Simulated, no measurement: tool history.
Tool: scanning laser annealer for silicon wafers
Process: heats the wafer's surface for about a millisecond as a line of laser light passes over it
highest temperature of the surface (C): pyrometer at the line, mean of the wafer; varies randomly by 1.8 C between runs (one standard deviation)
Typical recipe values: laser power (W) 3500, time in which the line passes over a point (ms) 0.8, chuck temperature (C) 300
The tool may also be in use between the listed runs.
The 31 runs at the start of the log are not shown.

run,hour,laser power (W),time in which the line passes over a point (ms),chuck temperature (C),highest temperature of the surface (C)
32,308.8,3804,0.899,300,1147
33,316.8,3804,0.56,264,959
34,328.2,3804,0.56,338,1031
35,340.3,3262,0.705,300,945
36,351,3126,0.705,300,914
37,360.4,3216,0.705,275,912
38,368.6,3216,0.705,275,909
39,382.2,3077,0.687,300,901
40,388.2,3500,0.8,283,1018

Branching from run 40: 3 alternative next runs. What would each branch give?
A,402.2,3500,0.972,291,?
B,402.2,3082,0.822,283,?
C,402.2,3665,0.819,323,?

run,highest temperature of the surface (C)
A,1086
B,931
C,1101
Had the tool no hidden state, the same runs would have come out as:
run,highest temperature of the surface (C)
A,1123
B,961
C,1137

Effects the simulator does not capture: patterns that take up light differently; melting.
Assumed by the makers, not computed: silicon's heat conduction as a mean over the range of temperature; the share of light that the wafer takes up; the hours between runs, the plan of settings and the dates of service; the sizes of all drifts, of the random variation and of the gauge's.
